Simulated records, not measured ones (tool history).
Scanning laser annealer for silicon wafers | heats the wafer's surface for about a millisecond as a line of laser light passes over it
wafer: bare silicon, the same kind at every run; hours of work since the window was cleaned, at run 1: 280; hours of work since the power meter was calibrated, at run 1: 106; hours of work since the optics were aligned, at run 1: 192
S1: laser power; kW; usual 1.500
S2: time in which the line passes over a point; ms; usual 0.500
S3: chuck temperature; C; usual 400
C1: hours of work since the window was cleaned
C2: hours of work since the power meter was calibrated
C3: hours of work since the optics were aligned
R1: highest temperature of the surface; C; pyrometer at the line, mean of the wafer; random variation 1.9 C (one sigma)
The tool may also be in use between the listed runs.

run 1 hour=0.0 | S1=1.500 S2=0.500 S3=400 | C1=280 C2=106 C3=192 | R1=1203
run 2 hour=51.7 | S1=1.629 S2=0.500 S3=400 | C1=308 C2=134 C3=219 | R1=1278
run 3 hour=110.9 | S1=1.500 S2=0.363 S3=400 | C1=340 C2=166 C3=251 | R1=1062
run 4 hour=157.8 | S1=1.500 S2=0.500 S3=400 | C1=365 C2=191 C3=277 | R1=1193
-- hour=198.8 window over the wafer cleaned
run 5 hour=209.0 | S1=1.491 S2=0.500 S3=400 | C1=5 C2=218 C3=303 | R1=1223
run 6 hour=242.4 | S1=1.491 S2=0.500 S3=400 | C1=24 C2=236 C3=321 | R1=1217
run 7 hour=290.2 | S1=1.486 S2=0.449 S3=379 | C1=49 C2=262 C3=347 | R1=1143
run 8 hour=314.7 | S1=1.486 S2=0.449 S3=379 | C1=63 C2=275 C3=361 | R1=1142
run 9 hour=340.7 | S1=1.486 S2=0.449 S3=379 | C1=77 C2=289 C3=375 | R1=1141
run 10 hour=390.2 | S1=1.607 S2=0.421 S3=400 | C1=103 C2=316 C3=401 | R1=1198
run 11 hour=431.7 | S1=1.472 S2=0.578 S3=438 | C1=126 C2=338 C3=424 | R1=1305

Measured less the same run without the tool's hidden state. The same run-to-run variation is in both; the gauge's scatter may not be:
The hidden state here: light that passes the window, % of a clean one's; laser's true power over the reading, %; width of the line over the set one, %; drift of the gauge itself on peak_c, C.
run=1 R1=-28
run=2 R1=-34
run=3 R1=-28
run=4 R1=-36
run=5 R1=-4
run=6 R1=-6
run=7 R1=-8
run=8 R1=-9
run=9 R1=-11
run=10 R1=-14
run=11 R1=-17
